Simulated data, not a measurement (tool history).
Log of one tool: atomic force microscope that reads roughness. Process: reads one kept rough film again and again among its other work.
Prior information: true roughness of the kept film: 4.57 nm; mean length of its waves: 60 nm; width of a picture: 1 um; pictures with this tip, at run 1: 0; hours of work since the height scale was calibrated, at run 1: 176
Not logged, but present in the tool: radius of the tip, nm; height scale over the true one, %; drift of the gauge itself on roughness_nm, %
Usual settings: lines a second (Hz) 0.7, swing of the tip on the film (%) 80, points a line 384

| run | hour | lines a second (Hz) | swing of the tip on the film (%) | points a line | pictures with this tip | hours of work since the height scale was calibrated | roughness of the kept film (nm (root mean square)) |
|---|---|---|---|---|---|---|---|
| 1 | 0 | 0.7 | 80 | 384 | 0 | 176 | 4.033 |
| 2 | 17.1 | 0.7 | 80 | 384 | 18 | 187 | 4.035 |
| 3 | 34.4 | 0.7 | 80 | 384 | 37 | 198 | 4.066 |
| 4 | 50.3 | 0.7 | 80 | 384 | 54 | 208 | 4.047 |
| 5 | 67.9 | 0.7 | 80 | 384 | 73 | 219 | 4.017 |
| 6 | 81.9 | 0.7 | 80 | 384 | 88 | 228 | 4.011 |
|  | 97.5 | new tip fitted |
| 7 | 102.1 | 0.7 | 80 | 384 | 5 | 241 | 4.032 |
| 8 | 118.5 | 0.7 | 80 | 384 | 22 | 251 | 4.038 |
| 9 | 134.8 | 0.7 | 80 | 384 | 40 | 261 | 4.072 |
| 10 | 149.1 | 0.78 | 80 | 384 | 55 | 271 | 3.979 |
| 11 | 158.9 | 0.7 | 80 | 384 | 66 | 277 | 4.011 |
| 12 | 178.9 | 0.7 | 80 | 384 | 87 | 290 | 4.012 |
|  | 193.7 | new tip fitted |
| 13 | 196.6 | 0.7 | 80 | 384 | 3 | 300 | 4.059 |
| 14 | 206.7 | 0.7 | 80 | 384 | 14 | 307 | 4.027 |
| 15 | 220.3 | 0.7 | 80 | 384 | 28 | 316 | 4.033 |
| 16 | 234.7 | 0.7 | 80 | 384 | 44 | 325 | 4.029 |
| 17 | 253.2 | 0.7 | 80 | 384 | 63 | 336 | 4.025 |
| 18 | 273.1 | 3.827 | 80 | 384 | 85 | 349 | 3.041 |
|  | 291.3 | new tip fitted |
| 19 | 293.2 | 0.7 | 69 | 384 | 2 | 362 | 4.186 |
| 20 | 311.7 | 2.264 | 80 | 384 | 22 | 373 | 3.467 |
| 21 | 324.7 | 2.264 | 80 | 384 | 36 | 382 | 3.451 |
| 22 | 339.9 | 2.264 | 80 | 384 | 52 | 391 | 3.455 |
| 23 | 349.2 | 0.7 | 73 | 384 | 62 | 397 | 4.132 |
| 24 | 367.5 | 0.7 | 73 | 384 | 81 | 409 | 4.118 |
| 25 | 382 | 0.7 | 81 | 384 | 97 | 418 | 4.029 |
|  | 388.5 | new tip fitted |
| 26 | 392.1 | 1.866 | 80 | 384 | 4 | 424 | 3.571 |
| 27 | 408.5 | 1.866 | 80 | 384 | 22 | 435 | 3.578 |
| 28 | 424.6 | 1.243 | 74 | 554 | 39 | 445 | 3.909 |
| 29 | 436.9 | 1.243 | 74 | 554 | 52 | 453 | 3.938 |
| 30 | 446 | 0.839 | 61 | 519 | 62 | 458 | 4.201 |
| 31 | 458.9 | 2.522 | 61 | 519 | 76 | 467 | 3.956 |
| 32 | 473.6 | 3.983 | 79 | 619 | 92 | 476 | 3.075 |
|  | 485.2 | new tip fitted |
| 33 | 490.7 | 3.983 | 72 | 472 | 5 | 487 | 3.36 |
| 34 | 507.2 | 1.325 | 56 | 481 | 23 | 497 | 4.215 |
| 35 | 522.1 | 3.57 | 66 | 413 | 39 | 507 | 3.641 |
| 36 | 540.7 | 1.065 | 76 | 280 | 59 | 518 | 3.927 |
| 37 | 559 | 0.75 | 63 | 677 | 79 | 530 | 4.219 |
| 38 | 578.7 | 1.198 | 63 | 404 | 100 | 543 | 4.136 |
|  | 581.8 | new tip fitted |
| 39 | 595.5 | 2.371 | 82 | 265 | 14 | 553 | 3.363 |

Expected results for the next run?
| 40 | 604.9 | 0.871 | 80 | 423 | 24 | 559 | ? |

{"run 40": {"roughness of the kept film (nm (root mean square))": 3.952}}
On a tool with no hidden condition, and with the same random variation, this run would have come out at roughness of the kept film (nm (root mean square)) 3.956.
